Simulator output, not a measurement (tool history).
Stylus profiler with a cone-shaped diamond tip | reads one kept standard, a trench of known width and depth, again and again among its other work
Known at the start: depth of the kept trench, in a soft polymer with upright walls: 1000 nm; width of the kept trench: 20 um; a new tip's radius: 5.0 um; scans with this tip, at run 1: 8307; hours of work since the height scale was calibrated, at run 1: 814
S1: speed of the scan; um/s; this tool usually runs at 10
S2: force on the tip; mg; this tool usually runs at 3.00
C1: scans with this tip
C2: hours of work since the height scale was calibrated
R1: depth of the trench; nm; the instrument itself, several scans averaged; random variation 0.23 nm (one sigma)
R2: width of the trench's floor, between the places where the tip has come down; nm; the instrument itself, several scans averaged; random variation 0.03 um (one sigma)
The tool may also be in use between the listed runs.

run	hour	S1	S2	C1	C2	R1	R2
1	0.0	10	3.00	8307	814	1015.87	13940
2	51.1	10	7.16	8561	839	1027.79	13970
3	110.1	10	7.16	8854	867	1028.08	13950
4	149.9	10	2.94	9052	887	1014.82	13920
5	216.4	10	3.00	9382	919	1015.57	13950
6	258.4	10	3.00	9591	940	1015.45	13950
7	327.5	6	3.00	9935	973	1015.53	13920
8	387.3	10	5.34	10232	1002	1022.68	13950
9	426.7	10	5.34	10428	1021	1022.72	13950
10	467.9	10	1.18	10632	1042	1008.26	13840
11	534.0	10	1.41	10961	1074	1009.18	13940
12	570.4	25	1.41	11142	1091	1009.06	13830
13	605.7	25	1.41	11318	1109	1009.63	13780
14	669.1	25	1.41	11632	1139	1009.40	13750
15	712.0	8	3.00	11846	1160	1015.84	13960
16	756.3	8	3.00	12066	1182	1015.47	13950
17	808.1	8	3.00	12324	1207	1015.54	13960
18	857.2	8	3.00	12568	1231	1015.51	13970
19	922.4	8	3.00	12892	1263	1015.57	13940
20	995.1	3	3.00	13253	1298	1015.54	13980
# hour 999.4: height scale calibrated on a step standard
21	1076.6	10	3.00	13656	38	1015.69	13910
22	1148.8	10	3.00	14015	73	1015.33	13930
23	1189.4	19	1.84	14216	93	1011.34	13840
24	1269.3	19	2.26	14614	131	1012.72	13890
25	1308.8	11	4.69	14810	151	1020.71	13930
26	1366.5	3	5.74	15097	179	1023.89	14000
27	1412.0	14	1.52	15323	201	1009.44	13860
28	1486.8	14	1.52	15695	237	1010.11	13840
29	1555.5	14	1.52	16036	271	1009.99	13890
30	1593.5	14	1.52	16225	289	1009.77	13870
31	1644.0	24	4.67	16476	314	1020.69	13870
32	1728.0	7	3.56	16894	355	1016.81	13980
33	1803.2	3	3.56	17268	391	1017.06	13990
34	1857.5	29	2.01	17538	418	1011.70	13750
35	1941.2	29	2.01	17954	459	1011.76	13790
36	1987.4	18	4.97	18183	481	1021.60	13930
37	2031.9	18	4.97	18405	503	1021.51	13870
38	2107.3	18	4.97	18779	539	1021.82	13860
39	2153.7	8	7.32	19010	562	1028.25	13940
40	2221.9	3	1.15	19349	595	1008.07	14000
41	2297.5	4	1.30	19725	632	1008.52	13940
42	2368.1	14	1.33	20076	666	1009.49	13860
43	2449.9	6	1.45	20482	706	1009.47	13920

Hidden condition of the tool, last listed run before each entry between runs versus first listed run after:
Runs 20 to 21: height scale calibrated on a step standard (hour 999.4)
  height scale over the true one, %: 0.005 -> 0

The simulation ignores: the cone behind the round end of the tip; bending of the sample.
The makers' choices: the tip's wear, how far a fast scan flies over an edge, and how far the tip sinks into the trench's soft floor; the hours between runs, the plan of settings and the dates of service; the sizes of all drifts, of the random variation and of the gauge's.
